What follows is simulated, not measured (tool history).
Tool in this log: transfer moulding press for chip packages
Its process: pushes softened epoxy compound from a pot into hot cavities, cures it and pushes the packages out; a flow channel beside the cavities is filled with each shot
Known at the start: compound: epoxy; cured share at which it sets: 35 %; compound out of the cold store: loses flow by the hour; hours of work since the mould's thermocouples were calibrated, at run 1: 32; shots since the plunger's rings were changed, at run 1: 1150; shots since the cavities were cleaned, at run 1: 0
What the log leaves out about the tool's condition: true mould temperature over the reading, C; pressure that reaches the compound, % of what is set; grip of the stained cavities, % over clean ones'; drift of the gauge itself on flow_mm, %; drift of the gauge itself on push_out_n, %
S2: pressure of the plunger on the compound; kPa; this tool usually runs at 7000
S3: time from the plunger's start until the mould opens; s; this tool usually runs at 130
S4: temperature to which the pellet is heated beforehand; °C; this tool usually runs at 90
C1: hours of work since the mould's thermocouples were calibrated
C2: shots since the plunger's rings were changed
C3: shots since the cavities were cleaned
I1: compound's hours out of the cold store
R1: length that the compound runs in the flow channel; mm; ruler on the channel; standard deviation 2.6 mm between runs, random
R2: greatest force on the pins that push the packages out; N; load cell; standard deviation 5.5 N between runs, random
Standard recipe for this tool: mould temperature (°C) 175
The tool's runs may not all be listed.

Run 1, hour 0: usual settings; C1 32; C2 1150; C3 0; I1 25.7. Result: R1 594 mm, R2 188 N.
Run 2, hour 81.3: usual settings but S4 100 °C; C1 95; C2 2039; C3 889; I1 29.3. Result: R1 581 mm, R2 185 N.
At hour 87.1: cavities cleaned with cleaning compound and waxed.
Run 3, hour 159.1: usual settings but S4 100 °C; C1 153; C2 2872; C3 787; I1 21.6. Result: R1 605 mm, R2 186 N.
At hour 177.4: cavities cleaned with cleaning compound and waxed.
Run 4, hour 194.2: usual settings but S4 100 °C; C1 179; C2 3240; C3 184; I1 22.6. Result: R1 607 mm, R2 187 N.
Run 5, hour 257.4: usual settings; C1 228; C2 3930; C3 874; I1 35.1. Result: R1 567 mm, R2 196 N.
At hour 265.7: cavities cleaned with cleaning compound and waxed.
At hour 325.2: plunger's sealing rings changed.
Run 6, hour 325.2: usual settings but S4 99 °C; C1 277; C2 0; C3 622; I1 17.4. Result: R1 621 mm, R2 198 N.
At hour 355.2: cavities cleaned with cleaning compound and waxed.
Run 7, hour 395.8: usual settings but S2 6540 kPa, S4 99 °C; C1 330; C2 755; C3 443; I1 20.3. Result: R1 592 mm, R2 181 N.
At hour 401.4: mould's thermocouples calibrated.
Run 8, hour 439.9: usual settings but S2 6540 kPa, S4 99 °C; C1 30; C2 1215; C3 903; I1 24.5. Result: R1 581 mm, R2 196 N.
At hour 445.6: cavities cleaned with cleaning compound and waxed.
Run 9, hour 519.7: usual settings but S2 6540 kPa, S4 99 °C; C1 90; C2 2071; C3 810; I1 37.6. Result: R1 540 mm, R2 189 N.
At hour 536.8: cavities cleaned with cleaning compound and waxed.
Run 10, hour 558.6: usual settings but S3 115 s; C1 119; C2 2480; C3 239; I1 17.3. Result: R1 620 mm, R2 204 N.
Run 11, hour 605.1: usual settings but S3 115 s; C1 154; C2 2988; C3 747; I1 30.3. Result: R1 580 mm, R2 192 N.
At hour 626.1: cavities cleaned with cleaning compound and waxed.
Run 12, hour 661.9: usual settings but mould temperature (°C) 176, S3 115 s; C1 197; C2 3591; C3 391; I1 11.7. Result: R1 638 mm, R2 193 N.
At hour 713.2: cavities cleaned with cleaning compound and waxed.
Run 13, hour 714.6: usual settings but S4 89 °C; C1 236; C2 4151; C3 15; I1 26.7. Result: R1 587 mm, R2 180 N.
At hour 760.2: plunger's sealing rings changed.
Run 14, hour 765.9: usual settings but mould temperature (°C) 182, S2 6020 kPa, S3 142 s, S4 85 °C; C1 274; C2 63; C3 549; I1 43.5. Result: R1 482 mm, R2 182 N.
Run 15, hour 800.1: usual settings but mould temperature (°C) 182, S2 6020 kPa, S3 142 s, S4 85 °C; C1 300; C2 436; C3 922; I1 37.2. Result: R1 501 mm, R2 181 N.

Run 16 is up next; what results do you expect?
At hour 808.8: cavities cleaned with cleaning compound and waxed.
At hour 846.2: mould's thermocouples calibrated.
Run 16, hour 864.9: usual settings but S3 112 s; C1 14; C2 1106; C3 592; I1 40.7. Result: R1 ?, R2 ?.

R1: 545 mm
R2: 194 N
With the hidden condition absent and the run-to-run variation left alone, this run would have shown R1 546 mm, R2 190 N.
